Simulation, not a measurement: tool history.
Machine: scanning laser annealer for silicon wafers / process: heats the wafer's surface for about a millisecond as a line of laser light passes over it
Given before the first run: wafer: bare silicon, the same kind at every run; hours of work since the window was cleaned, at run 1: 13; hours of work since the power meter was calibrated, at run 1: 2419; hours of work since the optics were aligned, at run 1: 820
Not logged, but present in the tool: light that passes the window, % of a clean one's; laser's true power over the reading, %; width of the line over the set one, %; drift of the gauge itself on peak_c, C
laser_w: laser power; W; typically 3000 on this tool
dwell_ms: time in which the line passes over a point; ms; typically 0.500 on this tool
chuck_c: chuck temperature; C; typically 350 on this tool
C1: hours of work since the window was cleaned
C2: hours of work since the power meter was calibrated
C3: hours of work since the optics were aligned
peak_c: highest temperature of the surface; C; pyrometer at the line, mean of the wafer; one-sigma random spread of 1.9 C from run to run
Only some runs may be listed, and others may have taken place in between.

run 1 hour=0.0 | laser_w=3000 dwell_ms=0.500 chuck_c=350 | C1=13 C2=2419 C3=820 | peak_c=1110
run 2 hour=82.8 | laser_w=3000 dwell_ms=0.500 chuck_c=379 | C1=68 C2=2474 C3=875 | peak_c=1133
run 3 hour=137.1 | laser_w=3000 dwell_ms=0.500 chuck_c=379 | C1=104 C2=2510 C3=911 | peak_c=1133
run 4 hour=221.5 | laser_w=3000 dwell_ms=0.500 chuck_c=379 | C1=160 C2=2566 C3=967 | peak_c=1127
run 5 hour=268.1 | laser_w=3000 dwell_ms=0.500 chuck_c=379 | C1=191 C2=2597 C3=998 | peak_c=1127
-- hour=309.4 optics aligned, line set to its width
run 6 hour=341.0 | laser_w=3000 dwell_ms=0.500 chuck_c=350 | C1=236 C2=2642 C3=21 | peak_c=1101
run 7 hour=386.6 | laser_w=2672 dwell_ms=0.401 chuck_c=354 | C1=266 C2=2673 C3=51 | peak_c=946
run 8 hour=467.5 | laser_w=3000 dwell_ms=0.597 chuck_c=355 | C1=320 C2=2726 C3=105 | peak_c=1176
run 9 hour=551.5 | laser_w=3000 dwell_ms=0.386 chuck_c=324 | C1=376 C2=2782 C3=161 | peak_c=961
run 10 hour=590.3 | laser_w=3000 dwell_ms=0.386 chuck_c=324 | C1=402 C2=2808 C3=187 | peak_c=961
run 11 hour=634.6 | laser_w=3194 dwell_ms=0.499 chuck_c=354 | C1=431 C2=2838 C3=216 | peak_c=1132

Hidden state or all else? Some run-to-run changes of peak_c, split into what the settings, what came in and random variation would give without the hidden state, and what is left for the hidden state (with any gauge scatter that isn't in both results):
Run 7 -> 8: laser_w 2672 -> 3000, dwell_ms 0.401 -> 0.597, chuck_c 354 -> 355. peak_c +230 C: hidden state -13, all else +243.

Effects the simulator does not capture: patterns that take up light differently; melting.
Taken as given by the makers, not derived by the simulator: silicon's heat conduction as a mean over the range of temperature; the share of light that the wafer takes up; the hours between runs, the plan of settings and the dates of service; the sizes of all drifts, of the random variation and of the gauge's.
